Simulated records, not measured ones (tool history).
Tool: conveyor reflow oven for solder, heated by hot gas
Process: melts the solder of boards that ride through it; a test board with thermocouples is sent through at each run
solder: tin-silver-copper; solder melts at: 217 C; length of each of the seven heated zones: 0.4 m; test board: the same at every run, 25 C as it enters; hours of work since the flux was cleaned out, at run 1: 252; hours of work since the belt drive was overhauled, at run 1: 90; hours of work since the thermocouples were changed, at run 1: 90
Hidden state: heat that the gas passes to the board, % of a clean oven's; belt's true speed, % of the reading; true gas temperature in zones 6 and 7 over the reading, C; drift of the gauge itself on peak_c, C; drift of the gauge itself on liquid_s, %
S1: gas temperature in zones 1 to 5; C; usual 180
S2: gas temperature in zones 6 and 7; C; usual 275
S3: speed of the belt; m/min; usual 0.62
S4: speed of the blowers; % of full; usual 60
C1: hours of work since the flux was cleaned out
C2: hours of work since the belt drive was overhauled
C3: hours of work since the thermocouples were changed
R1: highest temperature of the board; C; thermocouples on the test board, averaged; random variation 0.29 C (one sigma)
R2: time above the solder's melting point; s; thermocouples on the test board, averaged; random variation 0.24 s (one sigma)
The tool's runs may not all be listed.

run 1 hour=0 | S1=180 S2=275 S3=0.62 S4=60 | C1=252 C2=90 C3=90 | R1=262.3 R2=66.8
run 2 hour=7.2 | S1=180 S2=275 S3=0.62 S4=60 | C1=256 C2=94 C3=94 | R1=262.6 R2=67.2
run 3 hour=15.4 | S1=180 S2=275 S3=0.62 S4=60 | C1=260 C2=98 C3=98 | R1=262.6 R2=67
run 4 hour=22.5 | S1=180 S2=275 S3=0.62 S4=60 | C1=264 C2=102 C3=102 | R1=262.4 R2=67.2
run 5 hour=30.8 | S1=180 S2=275 S3=0.62 S4=60 | C1=268 C2=106 C3=106 | R1=262 R2=66.7
run 6 hour=35.1 | S1=180 S2=275 S3=0.62 S4=52 | C1=270 C2=108 C3=108 | R1=261.2 R2=66
run 7 hour=41.5 | S1=168 S2=275 S3=0.62 S4=60 | C1=273 C2=112 C3=112 | R1=260.8 R2=62.5
run 8 hour=47.7 | S1=180 S2=275 S3=0.569 S4=83 | C1=277 C2=115 C3=115 | R1=267 R2=76.3
run 9 hour=55.9 | S1=180 S2=273 S3=0.637 S4=83 | C1=281 C2=119 C3=119 | R1=262.6 R2=65.7
run 10 hour=60.3 | S1=180 S2=273 S3=0.637 S4=83 | C1=283 C2=121 C3=121 | R1=263 R2=66
run 11 hour=69.6 | S1=184 S2=275 S3=0.57 S4=53 | C1=288 C2=126 C3=126 | R1=264.2 R2=75.9

Forecast each of these 3 alternatives for the next run:
run A hour=75.8 | S1=180 S2=277 S3=0.705 S4=82 | C1=291 C2=129 C3=129 | R1=? R2=?
run B hour=75.8 | S1=180 S2=275 S3=0.625 S4=77 | C1=291 C2=129 C3=129 | R1=? R2=?
run C hour=75.8 | S1=184 S2=274 S3=0.59 S4=79 | C1=291 C2=129 C3=129 | R1=? R2=?

run=A R1=263.7 R2=59
run=B R1=264.4 R2=67.9
run=C R1=265.5 R2=73.8
Without the tool's hidden state the same runs would have given:
run=A R1=264.6 R2=59.5
run=B R1=265.1 R2=68.3
run=C R1=266 R2=74.1
